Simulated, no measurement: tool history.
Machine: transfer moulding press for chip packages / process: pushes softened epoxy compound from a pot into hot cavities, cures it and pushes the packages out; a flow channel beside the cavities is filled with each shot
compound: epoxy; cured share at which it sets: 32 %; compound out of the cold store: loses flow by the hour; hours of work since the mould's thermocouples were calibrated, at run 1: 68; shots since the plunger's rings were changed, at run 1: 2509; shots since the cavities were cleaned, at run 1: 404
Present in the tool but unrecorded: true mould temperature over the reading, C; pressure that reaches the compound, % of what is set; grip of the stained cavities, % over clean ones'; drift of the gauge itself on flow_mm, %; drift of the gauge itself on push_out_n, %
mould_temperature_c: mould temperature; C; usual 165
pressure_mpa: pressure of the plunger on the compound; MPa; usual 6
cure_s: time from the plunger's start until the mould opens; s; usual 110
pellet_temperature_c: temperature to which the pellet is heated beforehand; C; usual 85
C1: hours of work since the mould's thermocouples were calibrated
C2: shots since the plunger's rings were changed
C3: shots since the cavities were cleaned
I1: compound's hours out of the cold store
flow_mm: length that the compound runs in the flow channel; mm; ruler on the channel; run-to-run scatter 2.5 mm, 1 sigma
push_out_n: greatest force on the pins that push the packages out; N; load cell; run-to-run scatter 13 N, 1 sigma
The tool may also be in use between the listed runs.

{"run": 1, "hour": 0.0, "mould_temperature_c": 165, "pressure_mpa": 6, "cure_s": 110, "pellet_temperature_c": 85, "C1": 68, "C2": 2509, "C3": 404, "I1": 38.7, "flow_mm": 590, "push_out_n": 838}
{"hour": 11.4, "done": "cavities cleaned with cleaning compound and waxed"}
{"run": 2, "hour": 29.2, "mould_temperature_c": 165, "pressure_mpa": 5.65, "cure_s": 110, "pellet_temperature_c": 85, "C1": 84, "C2": 2782, "C3": 175, "I1": 36.6, "flow_mm": 572, "push_out_n": 655}
{"hour": 64.0, "done": "cavities cleaned with cleaning compound and waxed"}
{"run": 3, "hour": 67.4, "mould_temperature_c": 165, "pressure_mpa": 5.65, "cure_s": 110, "pellet_temperature_c": 85, "C1": 106, "C2": 3144, "C3": 33, "I1": 31.1, "flow_mm": 584, "push_out_n": 588}
{"hour": 104.8, "done": "plunger's sealing rings changed"}
{"run": 4, "hour": 104.8, "mould_temperature_c": 165, "pressure_mpa": 5.65, "cure_s": 110, "pellet_temperature_c": 85, "C1": 126, "C2": 0, "C3": 378, "I1": 30.8, "flow_mm": 604, "push_out_n": 825}
{"hour": 120.3, "done": "cavities cleaned with cleaning compound and waxed"}
{"run": 5, "hour": 139.3, "mould_temperature_c": 165, "pressure_mpa": 5.65, "cure_s": 110, "pellet_temperature_c": 85, "C1": 146, "C2": 326, "C3": 188, "I1": 15.9, "flow_mm": 630, "push_out_n": 740}
{"run": 6, "hour": 160.1, "mould_temperature_c": 165, "pressure_mpa": 5.65, "cure_s": 145, "pellet_temperature_c": 85, "C1": 158, "C2": 531, "C3": 393, "I1": 24.6, "flow_mm": 615, "push_out_n": 603}
{"hour": 172.5, "done": "cavities cleaned with cleaning compound and waxed"}
{"run": 7, "hour": 181.2, "mould_temperature_c": 166, "pressure_mpa": 5.65, "cure_s": 145, "pellet_temperature_c": 85, "C1": 170, "C2": 725, "C3": 86, "I1": 13.1, "flow_mm": 632, "push_out_n": 444}
{"run": 8, "hour": 207.5, "mould_temperature_c": 166, "pressure_mpa": 5.65, "cure_s": 145, "pellet_temperature_c": 85, "C1": 185, "C2": 984, "C3": 345, "I1": 22, "flow_mm": 611, "push_out_n": 577}
{"hour": 225.9, "done": "cavities cleaned with cleaning compound and waxed"}
{"run": 9, "hour": 241.7, "mould_temperature_c": 166, "pressure_mpa": 5.65, "cure_s": 145, "pellet_temperature_c": 85, "C1": 204, "C2": 1307, "C3": 156, "I1": 18, "flow_mm": 619, "push_out_n": 471}
{"run": 10, "hour": 271.9, "mould_temperature_c": 165, "pressure_mpa": 6, "cure_s": 117, "pellet_temperature_c": 85, "C1": 222, "C2": 1605, "C3": 454, "I1": 37.9, "flow_mm": 599, "push_out_n": 742}
{"hour": 280.2, "done": "cavities cleaned with cleaning compound and waxed"}
{"run": 11, "hour": 294.6, "mould_temperature_c": 165, "pressure_mpa": 6, "cure_s": 117, "pellet_temperature_c": 85, "C1": 234, "C2": 1814, "C3": 142, "I1": 45.6, "flow_mm": 577, "push_out_n": 568}
{"run": 12, "hour": 316.7, "mould_temperature_c": 165, "pressure_mpa": 5.05, "cure_s": 110, "pellet_temperature_c": 85, "C1": 247, "C2": 2032, "C3": 360, "I1": 47.9, "flow_mm": 525, "push_out_n": 752}
{"hour": 335.2, "done": "cavities cleaned with cleaning compound and waxed"}
{"run": 13, "hour": 356.7, "mould_temperature_c": 168, "pressure_mpa": 6, "cure_s": 93, "pellet_temperature_c": 85, "C1": 270, "C2": 2413, "C3": 213, "I1": 27, "flow_mm": 602, "push_out_n": 794}
{"run": 14, "hour": 383.6, "mould_temperature_c": 165, "pressure_mpa": 5.71, "cure_s": 110, "pellet_temperature_c": 76, "C1": 286, "C2": 2678, "C3": 478, "I1": 31.6, "flow_mm": 585, "push_out_n": 882}
{"hour": 388.7, "done": "cavities cleaned with cleaning compound and waxed"}
{"run": 15, "hour": 415.2, "mould_temperature_c": 165, "pressure_mpa": 5.71, "cure_s": 110, "pellet_temperature_c": 76, "C1": 303, "C2": 2975, "C3": 262, "I1": 22.7, "flow_mm": 607, "push_out_n": 765}
{"hour": 419.2, "done": "mould's thermocouples calibrated"}
{"run": 16, "hour": 438.0, "mould_temperature_c": 169, "pressure_mpa": 5.67, "cure_s": 96, "pellet_temperature_c": 85, "C1": 11, "C2": 3180, "C3": 467, "I1": 45.4, "flow_mm": 545, "push_out_n": 847}
{"hour": 444.3, "done": "cavities cleaned with cleaning compound and waxed"}
{"hour": 473.5, "done": "plunger's sealing rings changed"}
{"run": 17, "hour": 482.2, "mould_temperature_c": 166, "pressure_mpa": 5.67, "cure_s": 137, "pellet_temperature_c": 85, "C1": 35, "C2": 86, "C3": 350, "I1": 30.4, "flow_mm": 603, "push_out_n": 570}
{"hour": 500.1, "done": "cavities cleaned with cleaning compound and waxed"}
{"run": 18, "hour": 523.9, "mould_temperature_c": 158, "pressure_mpa": 5.67, "cure_s": 135, "pellet_temperature_c": 88, "C1": 58, "C2": 482, "C3": 235, "I1": 46.2, "flow_mm": 603, "push_out_n": 860}
{"run": 19, "hour": 542.3, "mould_temperature_c": 165, "pressure_mpa": 5.08, "cure_s": 92, "pellet_temperature_c": 83, "C1": 69, "C2": 664, "C3": 417, "I1": 32.7, "flow_mm": 565, "push_out_n": 1242}
{"hour": 554.3, "done": "cavities cleaned with cleaning compound and waxed"}
{"run": 20, "hour": 583.3, "mould_temperature_c": 169, "pressure_mpa": 6.63, "cure_s": 125, "pellet_temperature_c": 81, "C1": 92, "C2": 1054, "C3": 287, "I1": 29.8, "flow_mm": 632, "push_out_n": 548}
{"hour": 606.2, "done": "cavities cleaned with cleaning compound and waxed"}
{"run": 21, "hour": 609.7, "mould_temperature_c": 165, "pressure_mpa": 6, "cure_s": 110, "pellet_temperature_c": 92, "C1": 107, "C2": 1300, "C3": 35, "I1": 28.6, "flow_mm": 614, "push_out_n": 621}
{"run": 22, "hour": 629.3, "mould_temperature_c": 167, "pressure_mpa": 4.69, "cure_s": 107, "pellet_temperature_c": 86, "C1": 118, "C2": 1493, "C3": 228, "I1": 33, "flow_mm": 534, "push_out_n": 656}
{"hour": 658.7, "done": "cavities cleaned with cleaning compound and waxed"}
{"run": 23, "hour": 669.0, "mould_temperature_c": 167, "pressure_mpa": 4.69, "cure_s": 107, "pellet_temperature_c": 86, "C1": 141, "C2": 1870, "C3": 102, "I1": 11.2, "flow_mm": 565, "push_out_n": 632}

Predict each of these 4 candidate next runs independently; none follows another, all start after run 23:
{"run": "A", "hour": 697.1, "mould_temperature_c": 161, "pressure_mpa": 6.34, "cure_s": 110, "pellet_temperature_c": 85, "C1": 157, "C2": 2147, "C3": 379, "I1": 15.5, "flow_mm": "?", "push_out_n": "?"}
{"run": "B", "hour": 697.1, "mould_temperature_c": 173, "pressure_mpa": 5.34, "cure_s": 107, "pellet_temperature_c": 86, "C1": 157, "C2": 2147, "C3": 379, "I1": 23.2, "flow_mm": "?", "push_out_n": "?"}
{"run": "C", "hour": 697.1, "mould_temperature_c": 163, "pressure_mpa": 6, "cure_s": 98, "pellet_temperature_c": 78, "C1": 157, "C2": 2147, "C3": 379, "I1": 14.2, "flow_mm": "?", "push_out_n": "?"}
{"run": "D", "hour": 697.1, "mould_temperature_c": 159, "pressure_mpa": 4.69, "cure_s": 139, "pellet_temperature_c": 75, "C1": 157, "C2": 2147, "C3": 379, "I1": 17.6, "flow_mm": "?", "push_out_n": "?"}

run=A flow_mm=678 push_out_n=1215
run=B flow_mm=566 push_out_n=572
run=C flow_mm=655 push_out_n=1371
run=D flow_mm=591 push_out_n=867
Take away the tool's hidden state, keep each run's random variation, and the runs would have read:
run=A flow_mm=695 push_out_n=834
run=B flow_mm=580 push_out_n=391
run=C flow_mm=671 push_out_n=942
run=D flow_mm=605 push_out_n=595
